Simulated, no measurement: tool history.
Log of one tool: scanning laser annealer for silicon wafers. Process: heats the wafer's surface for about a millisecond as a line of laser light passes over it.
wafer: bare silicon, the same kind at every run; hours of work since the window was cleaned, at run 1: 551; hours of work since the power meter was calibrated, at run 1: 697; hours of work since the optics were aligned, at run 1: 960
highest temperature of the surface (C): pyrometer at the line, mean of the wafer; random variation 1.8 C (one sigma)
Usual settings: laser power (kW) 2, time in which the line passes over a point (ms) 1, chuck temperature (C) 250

| run | day | laser power (kW) | time in which the line passes over a point (ms) | chuck temperature (C) | hours of work since the window was cleaned | hours of work since the power meter was calibrated | hours of work since the optics were aligned | highest temperature of the surface (C) |
|---|---|---|---|---|---|---|---|---|
| 1 | 0 | 2 | 1 | 250 | 551 | 697 | 960 | 964 |
| 2 | 0.683 | 2 | 1 | 250 | 564 | 710 | 972 | 961 |
| 3 | 1.5 | 2 | 1 | 250 | 579 | 725 | 987 | 962 |
| 4 | 1.917 | 2 | 1 | 250 | 586 | 732 | 995 | 962 |
| 5 | 2.842 | 2 | 1 | 250 | 604 | 750 | 1012 | 961 |
| 6 | 3.292 | 2 | 1 | 250 | 612 | 758 | 1021 | 959 |
| 7 | 4.112 | 2 | 1 | 250 | 627 | 773 | 1036 | 956 |
| 8 | 4.662 | 2 | 1 | 256 | 637 | 783 | 1046 | 962 |
| 9 | 5.388 | 2 | 1 | 256 | 651 | 797 | 1060 | 966 |
| 10 | 6.042 | 2 | 1 | 224 | 663 | 809 | 1072 | 933 |
| 11 | 6.454 | 2 | 1 | 224 | 671 | 817 | 1079 | 931 |
| 12 | 7.033 | 2 | 1 | 224 | 681 | 827 | 1090 | 931 |
| 13 | 7.508 | 2 | 1 | 250 | 690 | 836 | 1099 | 955 |
| 14 | 8.258 | 2 | 1 | 250 | 704 | 850 | 1113 | 954 |
| 15 | 8.654 | 2 | 1 | 250 | 711 | 857 | 1120 | 955 |
| 16 | 9.071 | 2 | 1 | 250 | 719 | 865 | 1128 | 956 |
|  | 9.4 | optics aligned, line set to its width |
| 17 | 10.029 | 2 | 1 | 250 | 733 | 879 | 12 | 969 |
| 18 | 10.617 | 2 | 1 | 250 | 744 | 890 | 23 | 969 |
|  | 11.25 | window over the wafer cleaned |
| 19 | 11.625 | 1.787 | 1 | 250 | 7 | 907 | 40 | 911 |
| 20 | 12.212 | 2.091 | 1 | 250 | 18 | 918 | 51 | 1037 |
| 21 | 12.933 | 2.091 | 1 | 250 | 31 | 931 | 64 | 1033 |
| 22 | 13.429 | 1.919 | 1 | 250 | 40 | 941 | 73 | 966 |
| 23 | 13.838 | 1.919 | 1 | 250 | 48 | 948 | 81 | 963 |
| 24 | 14.692 | 1.745 | 0.92 | 245 | 64 | 964 | 97 | 864 |
| 25 | 15.092 | 2.001 | 1.08 | 213 | 71 | 971 | 104 | 980 |
| 26 | 15.721 | 2.001 | 1.08 | 213 | 83 | 983 | 116 | 982 |
| 27 | 16.542 | 1.783 | 1.04 | 213 | 98 | 998 | 131 | 880 |
| 28 | 17.425 | 2.156 | 0.96 | 213 | 115 | 1015 | 147 | 1001 |
| 29 | 17.929 | 2.023 | 0.71 | 289 | 124 | 1024 | 157 | 936 |
| 30 | 18.479 | 2.023 | 0.71 | 289 | 134 | 1034 | 167 | 935 |
| 31 | 19.112 | 2.023 | 0.71 | 289 | 146 | 1046 | 179 | 934 |
| 32 | 19.7 | 2 | 0.84 | 250 | 157 | 1057 | 190 | 938 |
| 33 | 20.417 | 2 | 1.15 | 234 | 170 | 1070 | 203 | 1020 |
| 34 | 21.321 | 1.78 | 0.78 | 215 | 187 | 1087 | 220 | 799 |
| 35 | 21.779 | 1.78 | 0.78 | 215 | 195 | 1095 | 228 | 799 |
| 36 | 22.608 | 2.042 | 0.77 | 237 | 211 | 1111 | 243 | 908 |
| 37 | 23.446 | 2.042 | 0.77 | 237 | 226 | 1126 | 259 | 909 |
| 38 | 23.858 | 2.042 | 0.77 | 237 | 234 | 1134 | 267 | 908 |
| 39 | 24.479 | 2 | 1.04 | 243 | 245 | 1146 | 278 | 992 |
| 40 | 25.038 | 2 | 1.04 | 278 | 256 | 1156 | 289 | 1026 |
| 41 | 25.792 | 1.879 | 1.02 | 234 | 270 | 1170 | 303 | 926 |
| 42 | 26.346 | 1.879 | 1.02 | 234 | 280 | 1180 | 313 | 927 |

Forecast each of these 3 alternatives for the next run:
| A | 27.083 | 2.16 | 1.02 | 234 | 294 | 1194 | 327 | ? |
| B | 27.083 | 2.146 | 0.71 | 216 | 294 | 1194 | 327 | ? |
| C | 27.083 | 2.077 | 0.71 | 272 | 294 | 1194 | 327 | ? |

| run | highest temperature of the surface (C) |
|---|---|
| A | 1038 |
| B | 896 |
| C | 928 |
Without the tool's hidden state the same runs would have given:
| run | highest temperature of the surface (C) |
|---|---|
| A | 1060 |
| B | 914 |
| C | 946 |
